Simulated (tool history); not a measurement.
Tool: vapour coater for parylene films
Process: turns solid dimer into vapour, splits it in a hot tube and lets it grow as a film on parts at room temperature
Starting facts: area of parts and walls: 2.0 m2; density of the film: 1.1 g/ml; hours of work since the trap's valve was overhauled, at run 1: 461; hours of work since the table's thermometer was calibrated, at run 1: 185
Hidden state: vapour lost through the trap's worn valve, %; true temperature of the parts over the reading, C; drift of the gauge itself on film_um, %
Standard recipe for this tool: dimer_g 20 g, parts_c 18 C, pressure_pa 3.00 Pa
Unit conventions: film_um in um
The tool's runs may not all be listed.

run,hour,dimer_g,parts_c,pressure_pa,hours of work since the trap's valve was overhauled,hours of work since the table's thermometer was calibrated,film_um
1,0.0,20,18,3.00,461,185,5.25
2,14.1,20,18,3.00,469,193,5.29
3,28.8,20,18,7.32,477,202,4.76
4,41.8,20,18,7.32,485,209,4.75
5,59.9,20,18,7.32,495,219,4.75
6,72.4,20,18,2.00,502,227,5.41
7,89.0,22,18,3.00,512,236,5.78
8,97.5,20,18,3.34,517,241,5.18
9,105.4,20,18,3.34,521,245,5.19
# hour 107.2: table's thermometer calibrated
10,116.1,20,18,3.00,527,5,5.18
11,129.8,20,18,3.00,534,13,5.15
12,145.1,21,18,3.00,543,22,5.44
13,162.4,21,18,3.00,553,32,5.42
# hour 172.5: table's thermometer calibrated, once more
14,175.5,11,18,3.00,560,2,2.87
15,191.7,11,18,3.00,569,11,2.84
16,199.9,20,18,3.00,574,16,5.22
# hour 218.2: trap's valve overhauled
17,222.0,20,28,3.00,2,26,4.97
18,237.0,8,25,3.00,11,35,2.07
19,245.3,13,13,6.43,15,39,3.71
20,259.5,13,13,6.43,24,47,3.76
21,273.3,18,18,3.00,31,55,5.21
22,282.3,18,18,3.00,37,60,5.15
23,294.1,12,12,6.16,43,67,3.51
24,312.2,12,12,6.16,54,77,3.52
25,329.4,12,12,11.46,63,87,3.32
26,342.8,24,17,8.25,71,95,6.25
27,350.6,15,18,7.71,76,99,3.89
28,359.9,34,13,7.71,81,105,9.48
29,372.6,18,18,11.35,88,112,4.44
30,389.2,17,17,3.22,98,121,4.81
31,404.2,17,30,7.11,106,130,3.61
32,416.1,16,22,5.93,113,137,3.96
33,427.8,16,22,5.93,120,143,3.95
34,442.3,29,11,2.47,128,152,9.31

5 options for the next run, each taken on its own from the tool as it stands now. Forecast them:
A,459.3,20,19,3.00,138,161,?
B,459.3,28,18,8.33,138,161,?
C,459.3,35,11,2.47,138,161,?
D,459.3,17,18,3.00,138,161,?
E,459.3,8,11,2.47,138,161,?

run,film_um
A,5.52
B,7.00
C,11.10
D,4.77
E,2.56
Had the tool no hidden state, the same runs would have come out as:
run,film_um
A,5.68
B,7.19
C,11.41
D,4.91
E,2.63
